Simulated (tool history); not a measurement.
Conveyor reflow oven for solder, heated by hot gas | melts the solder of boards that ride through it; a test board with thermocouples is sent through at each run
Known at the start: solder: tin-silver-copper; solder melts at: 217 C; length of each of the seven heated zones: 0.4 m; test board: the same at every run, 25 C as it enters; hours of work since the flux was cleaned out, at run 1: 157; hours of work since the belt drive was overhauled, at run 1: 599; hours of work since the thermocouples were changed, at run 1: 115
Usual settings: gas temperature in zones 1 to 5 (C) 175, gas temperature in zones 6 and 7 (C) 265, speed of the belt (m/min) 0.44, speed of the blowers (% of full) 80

run     day  gas temperature in zones 1 to 5 (C)  gas temperature in zones 6 and 7 (C)  speed of the belt (m/min)  speed of the blowers (% of full)  hours of work since the flux was cleaned out  hours of work since the belt drive was overhauled  hours of work since the thermocouples were changed  highest temperature of the board (C)  time above the solder's melting point (s)
  1       0                                  175                                   265                       0.44                                80                                           157                                                599                                                 115                                 256.6                                       89.3
  2   0.792                                  175                                   265                       0.44                                80                                           169                                                611                                                 128                                 256.5                                       89.6
  3   1.825                                  175                                   265                       0.44                                80                                           185                                                627                                                 144                                   256                                       89.3
      2.888  -- flux residue cleaned out of gas plates and filters
  4   3.129                                  175                                   265                      0.458                                80                                             4                                                644                                                 160                                 255.7                                       85.3
  5   4.033                                  182                                   265                       0.44                                80                                            18                                                658                                                 174                                 257.7                                       93.9
  6   5.154                                  175                                   265                       0.44                                80                                            35                                                675                                                 192                                 256.7                                         90
  7   6.258                                  175                                   265                       0.44                                80                                            52                                                692                                                 209                                 256.7                                       89.9
  8   7.325                                  175                                   264                       0.44                                80                                            68                                                708                                                 225                                 255.9                                       89.1
  9   8.462                                  175                                   255                       0.44                                80                                            86                                                726                                                 243                                 247.5                                       81.7
 10   9.192                                  175                                   255                       0.44                                80                                            97                                                737                                                 254                                 247.3                                       81.9
 11  10.283                                  175                                   265                      0.397                                80                                           114                                                754                                                 271                                 258.7                                      102.6
 12  11.125                                  175                                   265                      0.397                                80                                           127                                                767                                                 284                                 258.7                                      102.8
 13  12.558                                  166                                   254                      0.371                                54                                           149                                                789                                                 306                                 245.1                                       88.2
 14  13.262                                  175                                   272                       0.44                                80                                           160                                                800                                                 317                                 263.4                                       94.7
 15  14.304                                  175                                   272                       0.44                                80                                           176                                                816                                                 333                                 263.7                                       94.8
     14.575  -- belt drive overhauled, speed set with a stopwatch
 16  15.108                                  175                                   259                       0.44                                88                                           186                                                  8                                                 343                                 252.1                                       86.8
     16.083  -- flux residue cleaned out of gas plates and filters
 17  16.458                                  166                                   275                      0.422                                64                                             6                                                 26                                                 360                                   264                                       95.2
     17.308  -- belt drive overhauled, speed set with a stopwatch, once more
 18  17.746                                  161                                   265                       0.44                                80                                            23                                                  7                                                 377                                 255.3                                       81.8
 19  18.771                                  161                                   265                       0.44                                80                                            39                                                 23                                                 393                                 256.1                                       81.6
 20  19.729                                  161                                   265                       0.44                                80                                            54                                                 37                                                 408                                 255.7                                         82
 21  20.742                                  163                                   265                       0.44                                65                                            69                                                 53                                                 424                                 253.1                                       79.1
 22   21.85                                  175                                   269                      0.381                                80                                            86                                                 70                                                 441                                 263.8                                      110.2
 23  23.162                                  180                                   259                       0.44                                80                                           107                                                 90                                                 461                                 251.8                                       87.8

3 ways to go on from here, each from the tool as it stands after run 23. What would each give?
  A  24.233                                  175                                   265                      0.518                                72                                           123                                                107                                                 478                                     ?                                          ?
  B  24.233                                  180                                   255                       0.44                                80                                           123                                                107                                                 478                                     ?                                          ?
  C  24.233                                  175                                   277                      0.471                                51                                           123                                                107                                                 478                                     ?                                          ?

run  highest temperature of the board (C)  time above the solder's melting point (s)
  A                                 251.7                                       69.1
  B                                 248.3                                       84.6
  C                                 260.2                                       83.5
Without the tool's hidden state the same runs would have given:
run  highest temperature of the board (C)  time above the solder's melting point (s)
  A                                 251.1                                       68.9
  B                                 247.6                                       84.2
  C                                 259.6                                       83.1
